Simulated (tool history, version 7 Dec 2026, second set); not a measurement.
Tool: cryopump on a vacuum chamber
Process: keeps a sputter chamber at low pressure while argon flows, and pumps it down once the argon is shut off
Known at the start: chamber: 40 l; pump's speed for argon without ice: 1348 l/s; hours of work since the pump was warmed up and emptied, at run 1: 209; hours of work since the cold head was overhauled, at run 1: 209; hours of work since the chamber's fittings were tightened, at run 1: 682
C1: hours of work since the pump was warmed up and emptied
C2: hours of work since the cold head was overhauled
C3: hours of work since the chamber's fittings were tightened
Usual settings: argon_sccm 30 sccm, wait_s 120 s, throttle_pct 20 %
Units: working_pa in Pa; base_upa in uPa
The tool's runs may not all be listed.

run 1 hour=0 | argon_sccm=30 wait_s=120 throttle_pct=20 | C1=209 C2=209 C3=682 | working_pa=0.1906 base_upa=1.28
run 2 hour=30.4 | argon_sccm=30 wait_s=120 throttle_pct=20 | C1=225 C2=225 C3=698 | working_pa=0.1918 base_upa=1.28
run 3 hour=81.1 | argon_sccm=30 wait_s=120 throttle_pct=20 | C1=253 C2=253 C3=725 | working_pa=0.1902 base_upa=1.28
run 4 hour=111.6 | argon_sccm=30 wait_s=120 throttle_pct=20 | C1=269 C2=269 C3=742 | working_pa=0.19 base_upa=1.32
run 5 hour=137 | argon_sccm=30 wait_s=120 throttle_pct=20 | C1=283 C2=283 C3=756 | working_pa=0.1909 base_upa=1.28
run 6 hour=181.7 | argon_sccm=30 wait_s=120 throttle_pct=20 | C1=307 C2=307 C3=780 | working_pa=0.1916 base_upa=1.38
run 7 hour=231.2 | argon_sccm=30 wait_s=118 throttle_pct=20 | C1=334 C2=334 C3=806 | working_pa=0.1936 base_upa=1.35
run 8 hour=261.3 | argon_sccm=30 wait_s=118 throttle_pct=20 | C1=350 C2=350 C3=823 | working_pa=0.1923 base_upa=1.4
run 9 hour=285.7 | argon_sccm=30 wait_s=118 throttle_pct=20 | C1=363 C2=363 C3=836 | working_pa=0.1925 base_upa=1.45

The next listed run, before its measurement:
run 10 hour=320.7 | argon_sccm=30 wait_s=118 throttle_pct=20 | C1=382 C2=382 C3=855 | working_pa=? base_upa=?

{"run 10": {"working_pa": 0.1903, "base_upa": 1.44}}
Without the tool's hidden state the same run would have given working_pa 0.1866 Pa, base_upa 0.67 uPa.
